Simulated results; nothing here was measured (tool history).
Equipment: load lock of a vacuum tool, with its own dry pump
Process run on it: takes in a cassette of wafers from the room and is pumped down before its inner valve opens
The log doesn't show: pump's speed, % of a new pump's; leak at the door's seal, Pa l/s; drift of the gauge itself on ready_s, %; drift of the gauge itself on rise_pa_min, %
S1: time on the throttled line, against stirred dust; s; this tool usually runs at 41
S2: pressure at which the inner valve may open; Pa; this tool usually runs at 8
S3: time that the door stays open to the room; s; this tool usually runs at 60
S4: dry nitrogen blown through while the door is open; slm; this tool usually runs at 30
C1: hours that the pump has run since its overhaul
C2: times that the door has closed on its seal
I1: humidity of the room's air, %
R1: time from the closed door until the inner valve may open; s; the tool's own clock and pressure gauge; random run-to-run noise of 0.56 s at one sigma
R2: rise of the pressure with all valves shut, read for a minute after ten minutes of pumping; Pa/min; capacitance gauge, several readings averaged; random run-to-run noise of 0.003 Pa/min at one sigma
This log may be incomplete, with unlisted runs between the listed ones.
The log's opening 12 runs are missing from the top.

{"run": 13, "hour": 5003.7, "S1": 41, "S2": 8, "S3": 60, "S4": 30, "C1": 4165, "C2": 59259, "I1": 44.2, "R1": 81.9, "R2": 0.262}
{"run": 14, "hour": 5511.5, "S1": 41, "S2": 8, "S3": 28, "S4": 30, "C1": 4673, "C2": 60653, "I1": 46.7, "R1": 82.6, "R2": 0.272}
{"run": 15, "hour": 6080.2, "S1": 41, "S2": 8, "S3": 28, "S4": 30, "C1": 5241, "C2": 62213, "I1": 44.8, "R1": 81.5, "R2": 0.281}
{"run": 16, "hour": 6426.2, "S1": 41, "S2": 8, "S3": 28, "S4": 30, "C1": 5587, "C2": 63162, "I1": 44.6, "R1": 81.9, "R2": 0.291}
{"run": 17, "hour": 7027.6, "S1": 54, "S2": 8, "S3": 60, "S4": 30, "C1": 6189, "C2": 64812, "I1": 45.2, "R1": 91.6, "R2": 0.304}
{"run": 18, "hour": 7430.4, "S1": 54, "S2": 8, "S3": 60, "S4": 30, "C1": 6591, "C2": 65918, "I1": 45.1, "R1": 92.7, "R2": 0.319}
{"run": 19, "hour": 8024.8, "S1": 54, "S2": 8, "S3": 60, "S4": 30, "C1": 7186, "C2": 67549, "I1": 45.8, "R1": 92.7, "R2": 0.322}
{"run": 20, "hour": 8505.8, "S1": 54, "S2": 8, "S3": 60, "S4": 30, "C1": 7667, "C2": 68868, "I1": 44.4, "R1": 92.2, "R2": 0.341}
{"run": 21, "hour": 8809.7, "S1": 54, "S2": 10, "S3": 38, "S4": 4, "C1": 7971, "C2": 69702, "I1": 44.4, "R1": 91.4, "R2": 0.338}
{"run": 22, "hour": 9054.6, "S1": 35, "S2": 12, "S3": 60, "S4": 14, "C1": 8216, "C2": 70374, "I1": 47.6, "R1": 78.4, "R2": 0.356}
{"run": 23, "hour": 9571.6, "S1": 42, "S2": 8, "S3": 60, "S4": 30, "C1": 8733, "C2": 71793, "I1": 45.9, "R1": 86.7, "R2": 0.36}
{"run": 24, "hour": 10177.7, "S1": 66, "S2": 11, "S3": 60, "S4": 5, "C1": 9339, "C2": 73456, "I1": 46.5, "R1": 100.3, "R2": 0.386}
{"run": 25, "hour": 10775.4, "S1": 66, "S2": 12, "S3": 31, "S4": 14, "C1": 9936, "C2": 75096, "I1": 43.1, "R1": 100.1, "R2": 0.393}
{"run": 26, "hour": 11070.4, "S1": 66, "S2": 8, "S3": 108, "S4": 11, "C1": 10231, "C2": 75905, "I1": 44.2, "R1": 103, "R2": 0.398}
{"run": 27, "hour": 11595.4, "S1": 66, "S2": 8, "S3": 108, "S4": 11, "C1": 10756, "C2": 77345, "I1": 43.2, "R1": 103.8, "R2": 0.412}
{"hour": 12117.8, "done": "door's seal changed, seat wiped"}
{"run": 28, "hour": 12164.2, "S1": 41, "S2": 8, "S3": 38, "S4": 8, "C1": 11324, "C2": 127, "I1": 43.3, "R1": 87.4, "R2": 0.022}
{"run": 29, "hour": 12470.9, "S1": 32, "S2": 11, "S3": 181, "S4": 12, "C1": 11630, "C2": 968, "I1": 41.4, "R1": 78.4, "R2": 0.032}
{"run": 30, "hour": 12903.8, "S1": 70, "S2": 7, "S3": 64, "S4": 30, "C1": 12063, "C2": 2156, "I1": 44.2, "R1": 107.5, "R2": 0.019}
{"run": 31, "hour": 13229.0, "S1": 70, "S2": 6, "S3": 124, "S4": 30, "C1": 12389, "C2": 3048, "I1": 42.4, "R1": 108.1, "R2": 0.024}
{"run": 32, "hour": 13485.0, "S1": 70, "S2": 6, "S3": 124, "S4": 30, "C1": 12645, "C2": 3751, "I1": 42.6, "R1": 109.5, "R2": 0.028}
{"run": 33, "hour": 14043.7, "S1": 41, "S2": 10, "S3": 60, "S4": 14, "C1": 13203, "C2": 5284, "I1": 44.4, "R1": 88, "R2": 0.035}
{"run": 34, "hour": 14357.2, "S1": 41, "S2": 10, "S3": 32, "S4": 14, "C1": 13517, "C2": 6144, "I1": 43.2, "R1": 88.2, "R2": 0.027}
{"run": 35, "hour": 14637.9, "S1": 41, "S2": 10, "S3": 32, "S4": 14, "C1": 13797, "C2": 6914, "I1": 43.2, "R1": 87.6, "R2": 0.025}
{"run": 36, "hour": 15104.3, "S1": 27, "S2": 10, "S3": 29, "S4": 7, "C1": 14264, "C2": 8194, "I1": 47.7, "R1": 79.2, "R2": 0.032}

4 options for the next run, each taken on its own from the tool as it stands now. Forecast them:
{"run": "A", "hour": 15439.9, "S1": 26, "S2": 10, "S3": 26, "S4": 7, "C1": 14599, "C2": 9115, "I1": 39.4, "R1": "?", "R2": "?"}
{"run": "B", "hour": 15439.9, "S1": 27, "S2": 12, "S3": 29, "S4": 7, "C1": 14599, "C2": 9115, "I1": 45.4, "R1": "?", "R2": "?"}
{"run": "C", "hour": 15439.9, "S1": 71, "S2": 14, "S3": 60, "S4": 30, "C1": 14599, "C2": 9115, "I1": 43.4, "R1": "?", "R2": "?"}
{"run": "D", "hour": 15439.9, "S1": 41, "S2": 9, "S3": 90, "S4": 30, "C1": 14599, "C2": 9115, "I1": 42.3, "R1": "?", "R2": "?"}

run=A R1=78 R2=0.033
run=B R1=78.4 R2=0.038
run=C R1=104.8 R2=0.029
run=D R1=89 R2=0.033
Without the tool's unlogged condition, the same runs would have read:
run=A R1=65.8 R2=0.017
run=B R1=66.4 R2=0.022
run=C R1=97 R2=0.012
run=D R1=77.8 R2=0.016

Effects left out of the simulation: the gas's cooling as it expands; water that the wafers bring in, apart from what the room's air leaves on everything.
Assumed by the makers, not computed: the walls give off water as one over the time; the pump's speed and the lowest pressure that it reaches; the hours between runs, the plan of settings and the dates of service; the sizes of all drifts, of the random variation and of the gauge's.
